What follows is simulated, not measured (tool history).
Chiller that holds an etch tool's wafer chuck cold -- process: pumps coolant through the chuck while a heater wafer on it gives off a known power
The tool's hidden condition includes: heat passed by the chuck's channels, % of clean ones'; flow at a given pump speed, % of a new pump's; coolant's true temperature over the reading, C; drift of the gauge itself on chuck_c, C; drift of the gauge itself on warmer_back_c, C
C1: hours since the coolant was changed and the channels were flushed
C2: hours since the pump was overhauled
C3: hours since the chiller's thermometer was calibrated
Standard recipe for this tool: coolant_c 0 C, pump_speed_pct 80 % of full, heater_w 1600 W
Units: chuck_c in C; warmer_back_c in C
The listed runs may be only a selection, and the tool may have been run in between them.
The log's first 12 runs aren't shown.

Run 13, hour 1643: usual settings but heater_w 1792 W; C1 1125; C2 5986; C3 1987. Result: chuck_c 21.9 C, warmer_back_c 8.57 C.
Run 14, hour 1743.5: usual settings but heater_w 1792 W; C1 1226; C2 6087; C3 2088. Result: chuck_c 22 C, warmer_back_c 8.55 C.
Run 15, hour 1907.5: usual settings but pump_speed_pct 68 % of full; C1 1389; C2 6251; C3 2252. Result: chuck_c 22.7 C, warmer_back_c 9.09 C.
Run 16, hour 2076.6: usual settings but pump_speed_pct 68 % of full; C1 1559; C2 6420; C3 2421. Result: chuck_c 22.8 C, warmer_back_c 9.07 C.
Run 17, hour 2250.2: usual settings but pump_speed_pct 68 % of full; C1 1732; C2 6594; C3 2595. Result: chuck_c 23 C, warmer_back_c 9.08 C.
Run 18, hour 2384.1: usual settings but coolant_c -9 C, pump_speed_pct 78 % of full; C1 1866; C2 6728; C3 2728. Result: chuck_c 11.4 C, warmer_back_c 7.95 C.
Run 19, hour 2466.6: usual settings but coolant_c 9 C, pump_speed_pct 71 % of full, heater_w 2091 W; C1 1949; C2 6810; C3 2811. Result: chuck_c 38.2 C, warmer_back_c 11.42 C.
Run 20, hour 2558.7: usual settings but pump_speed_pct 64 % of full; C1 2041; C2 6902; C3 2903. Result: chuck_c 24.6 C, warmer_back_c 9.79 C.
Run 21, hour 2654.8: usual settings but coolant_c -6 C, pump_speed_pct 88 % of full, heater_w 1221 W; C1 2137; C2 6998; C3 2999. Result: chuck_c 8 C, warmer_back_c 5.39 C.
Run 22, hour 2807.8: usual settings but coolant_c -6 C, pump_speed_pct 88 % of full, heater_w 1221 W; C1 2290; C2 7151; C3 3152. Result: chuck_c 8.3 C, warmer_back_c 5.35 C.
Run 23, hour 2953.6: usual settings but coolant_c -6 C, pump_speed_pct 88 % of full, heater_w 1221 W; C1 2436; C2 7297; C3 3298. Result: chuck_c 8.3 C, warmer_back_c 5.42 C.
Run 24, hour 3039.9: usual settings but coolant_c -6 C, pump_speed_pct 88 % of full, heater_w 1221 W; C1 2522; C2 7383; C3 3384. Result: chuck_c 8.2 C, warmer_back_c 5.43 C.
Run 25, hour 3134.1: usual settings but coolant_c -4 C, pump_speed_pct 68 % of full; C1 2616; C2 7478; C3 3478. Result: chuck_c 19.9 C, warmer_back_c 9.32 C.
At hour 3284: coolant pump overhauled.
Run 26, hour 3287.2: usual settings but coolant_c -4 C, pump_speed_pct 68 % of full; C1 2764; C2 3; C3 3627. Result: chuck_c 17.6 C, warmer_back_c 8.31 C.
Run 27, hour 3384.8: usual settings but coolant_c -4 C, pump_speed_pct 68 % of full; C1 2862; C2 101; C3 3724. Result: chuck_c 17.6 C, warmer_back_c 8.33 C.
Run 28, hour 3569.4: usual settings but coolant_c 5 C, pump_speed_pct 70 % of full, heater_w 895 W; C1 3046; C2 285; C3 3909. Result: chuck_c 16.9 C, warmer_back_c 4.59 C.
Run 29, hour 3703.4: usual settings but coolant_c 8 C, pump_speed_pct 94 % of full, heater_w 1346 W; C1 3180; C2 419; C3 4043. Result: chuck_c 21.9 C, warmer_back_c 5.07 C.
Run 30, hour 3894.2: usual settings but coolant_c -1 C, pump_speed_pct 78 % of full; C1 3371; C2 610; C3 4234. Result: chuck_c 18.9 C, warmer_back_c 7.33 C.
Run 31, hour 4079.6: usual settings but coolant_c 5 C, pump_speed_pct 76 % of full, heater_w 2123 W; C1 3557; C2 796; C3 4419. Result: chuck_c 32.1 C, warmer_back_c 10 C.
Run 32, hour 4224.7: usual settings but coolant_c -3 C, pump_speed_pct 65 % of full, heater_w 1812 W; C1 3702; C2 941; C3 4564. Result: chuck_c 23.6 C, warmer_back_c 9.95 C.
Run 33, hour 4348.1: usual settings but coolant_c -3 C, pump_speed_pct 65 % of full, heater_w 1812 W; C1 3825; C2 1064; C3 4687. Result: chuck_c 23.6 C, warmer_back_c 10.02 C.

Here are 3 independent what-if runs from the current tool condition. What would each one return?
Run A, hour 4432.6: usual settings but coolant_c -3 C, pump_speed_pct 68 % of full, heater_w 1543 W; C1 3910; C2 1149; C3 4772. Result: chuck_c ?, warmer_back_c ?.
Run B, hour 4432.6: usual settings but coolant_c -3 C, pump_speed_pct 65 % of full, heater_w 964 W; C1 3910; C2 1149; C3 4772. Result: chuck_c ?, warmer_back_c ?.
Run C, hour 4432.6: usual settings but pump_speed_pct 63 % of full; C1 3910; C2 1149; C3 4772. Result: chuck_c ?, warmer_back_c ?.

run  chuck_c  warmer_back_c
  A       19           8.15
  B     11.2           5.31
  C     24.4           9.13
Without the tool's unlogged condition, the same runs would have read:
run  chuck_c  warmer_back_c
  A     16.8           7.96
  B      9.9           5.19
  C     21.9           8.92
